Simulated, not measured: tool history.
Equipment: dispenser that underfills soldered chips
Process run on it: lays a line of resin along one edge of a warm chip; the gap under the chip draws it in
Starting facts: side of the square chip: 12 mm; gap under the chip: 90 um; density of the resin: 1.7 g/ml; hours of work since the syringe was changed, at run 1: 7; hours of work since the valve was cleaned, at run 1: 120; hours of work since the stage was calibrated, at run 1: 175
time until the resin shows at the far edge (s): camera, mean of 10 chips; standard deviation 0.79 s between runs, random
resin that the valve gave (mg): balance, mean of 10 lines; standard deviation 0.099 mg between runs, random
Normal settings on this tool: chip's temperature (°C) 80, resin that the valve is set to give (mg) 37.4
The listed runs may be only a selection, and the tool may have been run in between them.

run	hour	chip's temperature (°C)	resin that the valve is set to give (mg)	hours of work since the syringe was changed	hours of work since the valve was cleaned	hours of work since the stage was calibrated	time until the resin shows at the far edge (s)	resin that the valve gave (mg)
1	0.0	80	37.4	7	120	175	109.0	35.97
# hour 1.5: new syringe of resin
2	3.9	80	45.3	2	123	178	80.3	43.48
3	8.2	80	45.3	5	127	181	96.7	43.41
# hour 11.8: new syringe of resin
4	12.4	80	45.3	0	130	184	72.3	43.11
# hour 15.4: dispensing valve cleaned and set on the balance
5	16.9	80	45.3	3	1	187	85.4	45.16
6	21.6	80	35.4	7	5	190	107.6	35.31
# hour 22.7: new syringe of resin
7	25.5	80	35.4	2	8	193	83.1	35.17
8	31.1	72	32.3	7	12	198	149.6	32.19
# hour 32.9: new syringe of resin
9	35.0	80	38.3	2	15	201	78.4	37.92
10	38.0	73	34.7	4	17	203	123.0	34.42
11	41.9	80	44.7	7	20	206	108.4	44.35
# hour 42.8: new syringe of resin
12	48.4	67	42.7	4	25	211	161.8	41.99
13	51.6	73	43.2	7	28	213	146.6	42.55

4 ways to go on from here, each from the tool as it stands after run 13. What would each give?
# hour 52.8: new syringe of resin
A	58.2	73	39.4	4	33	218	?	?
# hour 52.8: new syringe of resin
B	58.2	79	37.1	4	33	218	?	?
# hour 52.8: new syringe of resin
C	58.2	77	39.4	4	33	218	?	?
# hour 52.8: new syringe of resin
D	58.2	83	41.7	4	33	218	?	?

run	time until the resin shows at the far edge (s)	resin that the valve gave (mg)
A	121.2	38.83
B	95.6	36.62
C	102.5	38.76
D	80.5	41.10
Without the tool's unlogged condition, the same runs would have read:
run	time until the resin shows at the far edge (s)	resin that the valve gave (mg)
A	96.8	39.37
B	76.4	37.12
C	82.0	39.29
D	64.3	41.66
